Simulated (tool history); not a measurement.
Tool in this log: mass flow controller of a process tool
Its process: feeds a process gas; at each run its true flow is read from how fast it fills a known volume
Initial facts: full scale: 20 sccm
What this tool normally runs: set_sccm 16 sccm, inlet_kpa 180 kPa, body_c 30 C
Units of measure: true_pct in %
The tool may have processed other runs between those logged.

run 1 day=0.000 | set_sccm=16 inlet_kpa=180 body_c=30 | true_pct=100.99
run 2 day=5.983 | set_sccm=16 inlet_kpa=180 body_c=30 | true_pct=101.16
run 3 day=13.175 | set_sccm=16 inlet_kpa=180 body_c=30 | true_pct=101.27
run 4 day=23.783 | set_sccm=11 inlet_kpa=180 body_c=30 | true_pct=100.69
run 5 day=33.883 | set_sccm=11 inlet_kpa=180 body_c=30 | true_pct=100.74
run 6 day=44.621 | set_sccm=11 inlet_kpa=180 body_c=30 | true_pct=100.82
run 7 day=58.183 | set_sccm=16 inlet_kpa=180 body_c=30 | true_pct=101.22
run 8 day=68.592 | set_sccm=16 inlet_kpa=180 body_c=30 | true_pct=101.30
run 9 day=82.079 | set_sccm=16 inlet_kpa=180 body_c=30 | true_pct=101.28
run 10 day=88.300 | set_sccm=16 inlet_kpa=278 body_c=30 | true_pct=102.15
run 11 day=97.925 | set_sccm=16 inlet_kpa=278 body_c=30 | true_pct=102.14
run 12 day=106.571 | set_sccm=16 inlet_kpa=177 body_c=30 | true_pct=101.42
run 13 day=113.167 | set_sccm=16 inlet_kpa=180 body_c=30 | true_pct=101.34
run 14 day=122.738 | set_sccm=16 inlet_kpa=180 body_c=30 | true_pct=101.49
run 15 day=134.292 | set_sccm=16 inlet_kpa=181 body_c=30 | true_pct=101.43
run 16 day=141.783 | set_sccm=16 inlet_kpa=209 body_c=30 | true_pct=101.82
run 17 day=149.796 | set_sccm=16 inlet_kpa=209 body_c=24 | true_pct=101.45
run 18 day=155.617 | set_sccm=10 inlet_kpa=180 body_c=30 | true_pct=101.01
run 19 day=162.838 | set_sccm=16 inlet_kpa=226 body_c=30 | true_pct=101.94
run 20 day=169.992 | set_sccm=4 inlet_kpa=183 body_c=35 | true_pct=101.76
run 21 day=178.850 | set_sccm=10 inlet_kpa=180 body_c=22 | true_pct=100.80
run 22 day=190.892 | set_sccm=11 inlet_kpa=164 body_c=33 | true_pct=101.16
-- day=196.562 controller's zero set anew
run 23 day=201.762 | set_sccm=11 inlet_kpa=164 body_c=33 | true_pct=100.54
run 24 day=212.658 | set_sccm=4 inlet_kpa=180 body_c=32 | true_pct=99.92
run 25 day=219.196 | set_sccm=3 inlet_kpa=159 body_c=30 | true_pct=99.59
run 26 day=226.433 | set_sccm=3 inlet_kpa=159 body_c=30 | true_pct=99.76
run 27 day=236.304 | set_sccm=16 inlet_kpa=180 body_c=39 | true_pct=101.68
run 28 day=243.292 | set_sccm=19 inlet_kpa=258 body_c=27 | true_pct=102.00
run 29 day=249.142 | set_sccm=19 inlet_kpa=258 body_c=30 | true_pct=102.29
run 30 day=260.512 | set_sccm=3 inlet_kpa=198 body_c=30 | true_pct=100.17
run 31 day=266.533 | set_sccm=3 inlet_kpa=268 body_c=30 | true_pct=100.75
run 32 day=277.962 | set_sccm=16 inlet_kpa=180 body_c=30 | true_pct=101.29
run 33 day=286.788 | set_sccm=6 inlet_kpa=180 body_c=28 | true_pct=100.24
run 34 day=300.325 | set_sccm=6 inlet_kpa=185 body_c=28 | true_pct=100.39
run 35 day=309.250 | set_sccm=16 inlet_kpa=208 body_c=30 | true_pct=101.75

4 ways to go on from here, each from the tool as it stands after run 35. What would each give?
run A day=317.750 | set_sccm=13 inlet_kpa=163 body_c=30 | true_pct=?
run B day=317.750 | set_sccm=8 inlet_kpa=179 body_c=20 | true_pct=?
run C day=317.750 | set_sccm=4 inlet_kpa=208 body_c=30 | true_pct=?
run D day=317.750 | set_sccm=3 inlet_kpa=215 body_c=35 | true_pct=?

run=A true_pct=101.00
run=B true_pct=100.05
run=C true_pct=100.52
run=D true_pct=100.80
Take away the tool's hidden state, keep each run's random variation, and the runs would have read:
run=A true_pct=99.06
run=B true_pct=98.03
run=C true_pct=98.28
run=D true_pct=98.43
